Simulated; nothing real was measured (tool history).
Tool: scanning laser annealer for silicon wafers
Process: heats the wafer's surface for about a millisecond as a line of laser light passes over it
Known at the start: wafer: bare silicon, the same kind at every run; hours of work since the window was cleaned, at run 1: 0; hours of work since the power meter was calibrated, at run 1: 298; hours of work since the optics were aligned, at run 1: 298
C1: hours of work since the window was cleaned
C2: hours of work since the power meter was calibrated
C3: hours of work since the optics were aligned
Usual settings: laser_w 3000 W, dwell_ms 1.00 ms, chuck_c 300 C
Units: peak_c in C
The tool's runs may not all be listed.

run 1 day=0.000 | laser_w=3000 dwell_ms=1.00 chuck_c=300 | C1=0 C2=298 C3=298 | peak_c=1131
run 2 day=1.479 | laser_w=3000 dwell_ms=1.00 chuck_c=300 | C1=28 C2=326 C3=326 | peak_c=1130
run 3 day=2.629 | laser_w=3000 dwell_ms=1.00 chuck_c=300 | C1=50 C2=348 C3=348 | peak_c=1128
run 4 day=3.779 | laser_w=3000 dwell_ms=1.00 chuck_c=300 | C1=72 C2=370 C3=370 | peak_c=1129
run 5 day=5.071 | laser_w=3000 dwell_ms=1.00 chuck_c=300 | C1=97 C2=395 C3=395 | peak_c=1127
run 6 day=7.025 | laser_w=3000 dwell_ms=1.00 chuck_c=300 | C1=135 C2=433 C3=433 | peak_c=1127
run 7 day=8.938 | laser_w=3000 dwell_ms=1.00 chuck_c=317 | C1=171 C2=469 C3=469 | peak_c=1143
run 8 day=10.512 | laser_w=3000 dwell_ms=1.00 chuck_c=317 | C1=201 C2=500 C3=500 | peak_c=1143
run 9 day=12.454 | laser_w=3000 dwell_ms=1.00 chuck_c=317 | C1=239 C2=537 C3=537 | peak_c=1141
run 10 day=14.150 | laser_w=3000 dwell_ms=0.83 chuck_c=300 | C1=271 C2=569 C3=569 | peak_c=1050
run 11 day=15.454 | laser_w=3000 dwell_ms=0.80 chuck_c=300 | C1=296 C2=594 C3=594 | peak_c=1036
run 12 day=16.812 | laser_w=3000 dwell_ms=0.80 chuck_c=300 | C1=322 C2=620 C3=620 | peak_c=1036
run 13 day=18.729 | laser_w=3000 dwell_ms=0.80 chuck_c=300 | C1=359 C2=657 C3=657 | peak_c=1035
run 14 day=20.267 | laser_w=3000 dwell_ms=1.00 chuck_c=300 | C1=388 C2=686 C3=686 | peak_c=1117
run 15 day=21.471 | laser_w=3000 dwell_ms=1.00 chuck_c=300 | C1=411 C2=710 C3=710 | peak_c=1114
run 16 day=22.700 | laser_w=3000 dwell_ms=1.00 chuck_c=300 | C1=435 C2=733 C3=733 | peak_c=1116
run 17 day=24.554 | laser_w=3000 dwell_ms=1.00 chuck_c=300 | C1=471 C2=769 C3=769 | peak_c=1115
run 18 day=25.596 | laser_w=3000 dwell_ms=1.00 chuck_c=300 | C1=490 C2=789 C3=789 | peak_c=1114
run 19 day=27.258 | laser_w=3000 dwell_ms=1.00 chuck_c=300 | C1=522 C2=820 C3=820 | peak_c=1113
run 20 day=28.838 | laser_w=3000 dwell_ms=1.00 chuck_c=300 | C1=553 C2=851 C3=851 | peak_c=1112
run 21 day=30.554 | laser_w=2946 dwell_ms=0.71 chuck_c=272 | C1=586 C2=884 C3=884 | peak_c=947
run 22 day=31.862 | laser_w=2990 dwell_ms=1.02 chuck_c=304 | C1=611 C2=909 C3=909 | peak_c=1116
run 23 day=33.604 | laser_w=2990 dwell_ms=1.02 chuck_c=304 | C1=644 C2=942 C3=942 | peak_c=1118
run 24 day=35.783 | laser_w=2990 dwell_ms=1.02 chuck_c=304 | C1=686 C2=984 C3=984 | peak_c=1114
-- day=37.300 window over the wafer cleaned
run 25 day=37.504 | laser_w=2875 dwell_ms=0.83 chuck_c=266 | C1=4 C2=1015 C3=1015 | peak_c=997
run 26 day=39.046 | laser_w=2875 dwell_ms=1.07 chuck_c=266 | C1=34 C2=1045 C3=1045 | peak_c=1095
run 27 day=41.412 | laser_w=2715 dwell_ms=1.07 chuck_c=327 | C1=79 C2=1090 C3=1090 | peak_c=1103
run 28 day=43.804 | laser_w=3000 dwell_ms=1.00 chuck_c=338 | C1=125 C2=1136 C3=1136 | peak_c=1170
run 29 day=45.433 | laser_w=3000 dwell_ms=1.00 chuck_c=338 | C1=156 C2=1167 C3=1167 | peak_c=1167
run 30 day=47.292 | laser_w=3000 dwell_ms=1.00 chuck_c=338 | C1=192 C2=1203 C3=1203 | peak_c=1163
run 31 day=49.492 | laser_w=2876 dwell_ms=1.00 chuck_c=262 | C1=234 C2=1245 C3=1245 | peak_c=1053
run 32 day=51.362 | laser_w=2677 dwell_ms=1.00 chuck_c=262 | C1=270 C2=1281 C3=1281 | peak_c=997
run 33 day=53.154 | laser_w=3290 dwell_ms=0.80 chuck_c=300 | C1=304 C2=1315 C3=1315 | peak_c=1108
run 34 day=55.117 | laser_w=3290 dwell_ms=0.80 chuck_c=300 | C1=341 C2=1353 C3=1353 | peak_c=1107
run 35 day=56.558 | laser_w=3290 dwell_ms=0.80 chuck_c=321 | C1=369 C2=1380 C3=1380 | peak_c=1130
run 36 day=58.279 | laser_w=3290 dwell_ms=1.20 chuck_c=321 | C1=402 C2=1413 C3=1413 | peak_c=1305
run 37 day=60.025 | laser_w=3290 dwell_ms=1.20 chuck_c=321 | C1=435 C2=1447 C3=1447 | peak_c=1302
run 38 day=61.354 | laser_w=2702 dwell_ms=1.00 chuck_c=300 | C1=461 C2=1472 C3=1472 | peak_c=1039
run 39 day=63.429 | laser_w=3214 dwell_ms=0.70 chuck_c=300 | C1=501 C2=1512 C3=1512 | peak_c=1039
run 40 day=64.817 | laser_w=3000 dwell_ms=0.94 chuck_c=309 | C1=527 C2=1539 C3=1539 | peak_c=1099

Hidden state at the last listed run before each entry between runs and at the first one after, where it differs:
Between runs 24 and 25: window over the wafer cleaned (day 37.300)
  light that passes the window, % of a clean one's: 96.62 -> 99.95; laser's true power over the reading, %: 0.36 -> 0.37; width of the line over the set one, %: 0.89 -> 0.91
  measured less the result without the state, peak_c: -30 -> -1 C
